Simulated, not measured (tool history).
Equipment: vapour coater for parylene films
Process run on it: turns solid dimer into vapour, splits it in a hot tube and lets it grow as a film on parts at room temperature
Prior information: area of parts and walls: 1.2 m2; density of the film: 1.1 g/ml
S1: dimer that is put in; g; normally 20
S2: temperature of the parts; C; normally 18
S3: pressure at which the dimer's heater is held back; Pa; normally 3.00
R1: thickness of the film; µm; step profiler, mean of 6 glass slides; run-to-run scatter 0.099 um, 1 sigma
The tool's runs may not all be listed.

run   hour  S1  S2    S3     R1
  1    0.0  20  18  3.00  12.12
  2   13.2  20  18  3.00  12.16
  3   21.9  20  18  3.00  12.19
  4   29.3  20  18  3.81  11.55
  5   38.8  20  18  3.00  12.28
  6   45.4  20  18  8.59   9.44
  7   60.5  19  20  5.30   9.35
  8   74.4  19  20  5.30   9.11
  9   83.7  17  26  5.30   6.54
 10   93.7  17  16  4.09  10.33
 11  106.7  17  13  5.68  10.83

Consider 5 possible next runs. They are alternatives, not a sequence: every one starts from the tool as it was left by run 11. What does each give?
  A  121.4  17  15   3.97   ?
  B  121.4  21  14   5.68   ?
  C  121.4  12  26   4.92   ?
  D  121.4   9  29  12.00   ?
  E  121.4  15  18   6.52   ?

run     R1
  A  10.83
  B  12.65
  C   4.61
  D   2.57
  E   7.60
Without the tool's hidden state the same runs would have given:
run     R1
  A  10.99
  B  12.83
  C   4.68
  D   2.61
  E   7.72
